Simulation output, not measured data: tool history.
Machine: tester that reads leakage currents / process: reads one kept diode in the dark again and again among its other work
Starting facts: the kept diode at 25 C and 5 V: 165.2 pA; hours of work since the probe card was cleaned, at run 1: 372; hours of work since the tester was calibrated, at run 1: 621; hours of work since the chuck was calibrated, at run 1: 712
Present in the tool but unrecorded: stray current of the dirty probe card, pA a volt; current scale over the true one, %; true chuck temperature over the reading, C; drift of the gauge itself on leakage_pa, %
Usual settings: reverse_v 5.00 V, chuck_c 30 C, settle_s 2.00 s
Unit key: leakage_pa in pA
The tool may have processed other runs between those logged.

run	hour	reverse_v	chuck_c	settle_s	hours of work since the probe card was cleaned	hours of work since the tester was calibrated	hours of work since the chuck was calibrated	leakage_pa
1	0.0	5.00	30	2.00	372	621	712	223.07
# hour 25.7: chuck's temperature calibrated
2	50.9	5.00	30	2.00	409	658	19	263.27
3	143.4	5.00	30	8.61	478	728	89	257.48
4	188.3	5.00	30	2.00	512	762	123	257.23
5	243.2	5.00	30	0.56	554	803	164	256.37
6	336.3	5.00	30	0.56	624	874	235	251.81
7	406.7	15.88	30	0.56	677	927	288	421.93
8	493.2	15.88	30	0.56	743	992	353	417.36
9	546.8	5.00	30	2.00	783	1033	394	240.65
10	602.7	2.07	30	2.00	826	1075	436	161.36
11	677.7	8.77	30	2.00	882	1132	493	303.57
12	733.3	8.77	30	2.00	924	1174	535	301.89
13	778.3	1.81	54	4.38	958	1208	569	1193.05
14	852.0	2.95	30	0.39	1014	1264	625	181.82
15	902.7	8.48	30	2.00	1052	1302	663	287.13
# hour 992.6: chuck's temperature calibrated
16	997.6	8.48	22	0.33	1123	1372	4	167.51
17	1083.7	1.17	55	0.73	1188	1437	69	1183.02
18	1163.2	1.20	25	2.00	1248	1497	129	84.83
19	1230.5	5.38	25	0.78	1299	1548	180	166.95
20	1271.3	5.38	25	0.78	1329	1579	211	165.75

What if the next run were any one of these 4? Each begins from the tool's condition after run 20:
A	1348.1	1.02	28	2.00	1388	1637	269	?
B	1348.1	4.22	56	0.80	1388	1637	269	?
C	1348.1	1.22	25	0.31	1388	1637	269	?
D	1348.1	1.11	25	4.53	1388	1637	269	?

run	leakage_pa
A	101.67
B	2170.52
C	84.07
D	79.45
Had the tool no hidden state, the same runs would have come out as:
run	leakage_pa
A	109.74
B	2332.78
C	90.39
D	85.56

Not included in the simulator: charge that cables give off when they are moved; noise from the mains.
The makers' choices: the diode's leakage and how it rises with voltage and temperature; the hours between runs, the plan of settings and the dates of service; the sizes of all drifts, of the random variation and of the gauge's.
